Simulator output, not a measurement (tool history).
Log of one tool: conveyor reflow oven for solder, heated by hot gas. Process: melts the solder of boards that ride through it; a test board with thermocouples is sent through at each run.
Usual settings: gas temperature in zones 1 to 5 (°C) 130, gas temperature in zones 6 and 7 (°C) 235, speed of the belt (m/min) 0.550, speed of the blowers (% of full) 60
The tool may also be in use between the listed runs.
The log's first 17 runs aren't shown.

| run | hour | gas temperature in zones 1 to 5 (°C) | gas temperature in zones 6 and 7 (°C) | speed of the belt (m/min) | speed of the blowers (% of full) | hours of work since the flux was cleaned out | hours of work since the belt drive was overhauled | hours of work since the thermocouples were changed | highest temperature of the board (°C) | time above the solder's melting point (s) |
|---|---|---|---|---|---|---|---|---|---|---|
| 18 | 373.8 | 132 | 243 | 0.550 | 60 | 298 | 531 | 783 | 223.0 | 59.15 |
| 19 | 397.8 | 128 | 235 | 0.476 | 85 | 314 | 547 | 799 | 225.9 | 71.53 |
| 20 | 409.5 | 145 | 245 | 0.548 | 73 | 321 | 555 | 807 | 231.1 | 68.66 |
| 21 | 431.1 | 130 | 235 | 0.450 | 60 | 335 | 569 | 821 | 222.1 | 72.23 |
| 22 | 447.7 | 136 | 238 | 0.450 | 60 | 346 | 580 | 832 | 225.9 | 77.01 |
| 23 | 473.7 | 136 | 250 | 0.450 | 58 | 363 | 597 | 849 | 236.0 | 83.52 |
| 24 | 487.1 | 119 | 246 | 0.530 | 88 | 372 | 606 | 858 | 233.3 | 64.92 |
| 25 | 503.9 | 144 | 226 | 0.545 | 53 | 383 | 617 | 869 | 208.7 | 51.98 |
|  | 527.6 | flux residue cleaned out of gas plates and filters |
| 26 | 534.7 | 144 | 226 | 0.545 | 53 | 5 | 634 | 886 | 208.8 | 51.89 |
| 27 | 549.8 | 130 | 247 | 0.622 | 60 | 15 | 644 | 896 | 221.0 | 49.77 |
| 28 | 574.2 | 130 | 246 | 0.622 | 60 | 31 | 660 | 912 | 220.3 | 49.47 |
| 29 | 598.2 | 143 | 246 | 0.622 | 60 | 46 | 676 | 928 | 223.1 | 55.19 |
| 30 | 621.8 | 143 | 246 | 0.541 | 82 | 62 | 691 | 943 | 234.0 | 70.49 |
| 31 | 648.0 | 124 | 235 | 0.550 | 60 | 79 | 709 | 961 | 214.6 | 50.14 |

4 ways to go on from here, each from the tool as it stands after run 31. What would each give?
| A | 676.4 | 124 | 235 | 0.503 | 89 | 98 | 727 | 979 | ? | ? |
| B | 676.4 | 138 | 235 | 0.558 | 52 | 98 | 727 | 979 | ? | ? |
| C | 676.4 | 140 | 235 | 0.504 | 63 | 98 | 727 | 979 | ? | ? |
| D | 676.4 | 124 | 224 | 0.550 | 60 | 98 | 727 | 979 | ? | ? |

| run | highest temperature of the board (°C) | time above the solder's melting point (s) |
|---|---|---|
| A | 224.9 | 65.66 |
| B | 213.7 | 52.67 |
| C | 221.1 | 66.74 |
| D | 205.1 | 41.19 |
Without the tool's hidden state the same runs would have given:
| run | highest temperature of the board (°C) | time above the solder's melting point (s) |
|---|---|---|
| A | 225.0 | 65.67 |
| B | 213.8 | 52.68 |
| C | 221.2 | 66.74 |
| D | 205.2 | 41.23 |
